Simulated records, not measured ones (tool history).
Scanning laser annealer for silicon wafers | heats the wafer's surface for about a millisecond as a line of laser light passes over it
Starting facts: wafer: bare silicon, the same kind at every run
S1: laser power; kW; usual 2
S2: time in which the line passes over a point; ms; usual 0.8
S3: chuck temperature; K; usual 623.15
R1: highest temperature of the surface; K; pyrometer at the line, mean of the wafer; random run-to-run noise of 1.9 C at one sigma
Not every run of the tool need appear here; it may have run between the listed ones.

run    hour     S1     S2      S3       R1
  1       0      2    0.8  623.15  1423.15
  2    56.9      2    0.8  623.15  1420.15
  3   112.5      2  0.607  623.15  1314.15
  4   154.6      2  0.607  604.15  1295.15
  5   227.4      2  0.657  623.15  1340.15
      281.4  -- window over the wafer cleaned
  6   309.3      2  0.657  623.15  1370.15
  7   357.7      2  0.657  623.15  1371.15
  8   449.6      2    0.8  623.15  1441.15
  9   537.2      2    0.8  623.15  1440.15
 10   616.5      2  0.674  623.15  1366.15
 11   664.9      2    0.8  647.15  1455.15
 12   732.9      2    0.8  623.15  1431.15
 13   787.7      2    0.8  623.15  1429.15
 14   826.1      2    0.8  623.15  1424.15
 15   875.8      2    0.8  623.15  1424.15
 16   948.2      2    0.8  623.15  1420.15
 17  1002.2      2    0.8  623.15  1412.15
       1096  -- optics aligned, line set to its width
 18  1098.7      2    0.8  623.15  1430.15
 19  1140.4      2    0.8  623.15  1431.15
 20  1200.8      2    0.8  622.15  1425.15
       1214  -- window over the wafer cleaned
 21  1266.7      2    0.8  622.15  1464.15
 22  1309.5  1.786    0.8  623.15  1372.15
 23  1362.8  1.887   0.78  623.15  1402.15
 24  1454.6  2.104  0.909  611.15  1539.15
 25  1540.6  2.104  0.909  611.15  1538.15
 26    1599      2    0.8  602.15  1430.15
 27  1684.1  1.946  0.995  584.15  1480.15
 28    1723  1.946  0.995  584.15  1477.15
 29  1764.7      2  0.572  623.15  1314.15
 30  1846.5  2.076  0.969  623.15  1551.15
 31    1889  1.776  0.891  620.15  1383.15
 32  1977.1    2.1    0.8  660.15  1510.15
 33  2035.5  1.973  0.781  603.15  1385.15
 34  2090.3  1.973  0.648  651.15  1363.15
     2143.3  -- window over the wafer cleaned
 35  2155.4  1.973  0.648  621.15  1370.15
 36    2215      2    0.8  608.15  1442.15
 37  2296.9      2    0.8  608.15  1440.15
 38  2343.8      2  0.954  623.15  1532.15
 39    2430      2  0.954  623.15  1526.15
 40  2498.4  1.845    0.8  623.15  1382.15

Selected run-to-run steps in R1, each split into two signed amounts: the part the tool would show with no hidden state at all (from settings, incoming material and random variation), and the remainder, which goes to the hidden state together with any gauge scatter not common to the measured and the hidden-state-free results:
Hidden state at play: light that passes the window, % of a clean one's; laser's true power over the reading, %; width of the line over the set one, %; drift of the gauge itself on peak_c, C.
Run 5 -> 6: window over the wafer cleaned. R1 +30 K: hidden state +32, all else -2.
Run 20 -> 21: window over the wafer cleaned. R1 +39 K: hidden state +38, all else +1.
Run 28 -> 29: S1 1.946 -> 2, S2 0.995 -> 0.572, S3 584.15 -> 623.15. R1 -163 K: hidden state -1, all else -162.
Run 29 -> 30: S1 2 -> 2.076, S2 0.572 -> 0.969. R1 +237 K: hidden state -7, all else +244.
Run 30 -> 31: S1 2.076 -> 1.776, S2 0.969 -> 0.891, S3 623.15 -> 620.15. R1 -168 K: hidden state +0, all else -168.
Run 34 -> 35: S3 651.15 -> 621.15, window over the wafer cleaned. R1 +7 K: hidden state +32, all else -25.
